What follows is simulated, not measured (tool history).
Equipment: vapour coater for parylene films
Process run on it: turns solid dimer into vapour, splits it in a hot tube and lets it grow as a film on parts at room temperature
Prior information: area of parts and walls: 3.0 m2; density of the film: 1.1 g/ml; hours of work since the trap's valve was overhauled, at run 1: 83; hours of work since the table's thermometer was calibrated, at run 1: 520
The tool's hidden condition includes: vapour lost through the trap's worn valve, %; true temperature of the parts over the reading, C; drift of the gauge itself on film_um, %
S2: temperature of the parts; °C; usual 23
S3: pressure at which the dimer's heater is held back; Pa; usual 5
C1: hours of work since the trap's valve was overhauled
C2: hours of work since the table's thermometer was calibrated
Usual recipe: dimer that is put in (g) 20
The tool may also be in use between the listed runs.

run 1 hour=0.0 | dimer_that_is_put_in_(g)=20 S2=23 S3=5 | C1=83 C2=520 | thickness_of_the_film_(µm)=3.86
run 2 hour=11.1 | dimer_that_is_put_in_(g)=20 S2=23 S3=5 | C1=91 C2=527 | thickness_of_the_film_(µm)=3.84
run 3 hour=22.1 | dimer_that_is_put_in_(g)=20 S2=23 S3=5 | C1=98 C2=535 | thickness_of_the_film_(µm)=3.79
run 4 hour=36.8 | dimer_that_is_put_in_(g)=20 S2=19 S3=5 | C1=108 C2=545 | thickness_of_the_film_(µm)=4.39
run 5 hour=45.3 | dimer_that_is_put_in_(g)=20 S2=23 S3=5 | C1=114 C2=551 | thickness_of_the_film_(µm)=3.84
run 6 hour=57.7 | dimer_that_is_put_in_(g)=20 S2=23 S3=5 | C1=123 C2=559 | thickness_of_the_film_(µm)=3.78
run 7 hour=77.7 | dimer_that_is_put_in_(g)=18 S2=20 S3=10 | C1=136 C2=573 | thickness_of_the_film_(µm)=3.69
run 8 hour=88.9 | dimer_that_is_put_in_(g)=11 S2=31 S3=10 | C1=144 C2=580 | thickness_of_the_film_(µm)=1.52
run 9 hour=102.3 | dimer_that_is_put_in_(g)=17 S2=23 S3=5 | C1=153 C2=589 | thickness_of_the_film_(µm)=3.27
run 10 hour=110.8 | dimer_that_is_put_in_(g)=17 S2=23 S3=5 | C1=159 C2=595 | thickness_of_the_film_(µm)=3.25

Estimate the outcome of run 11 from the log above:
run 11 hour=129.8 | dimer_that_is_put_in_(g)=33 S2=23 S3=5 | C1=172 C2=608 | thickness_of_the_film_(µm)=?

{"run 11": {"thickness of the film (µm)": 6.19}}
Had the tool carried no hidden state, the very same run would have given thickness of the film (µm) 6.52.
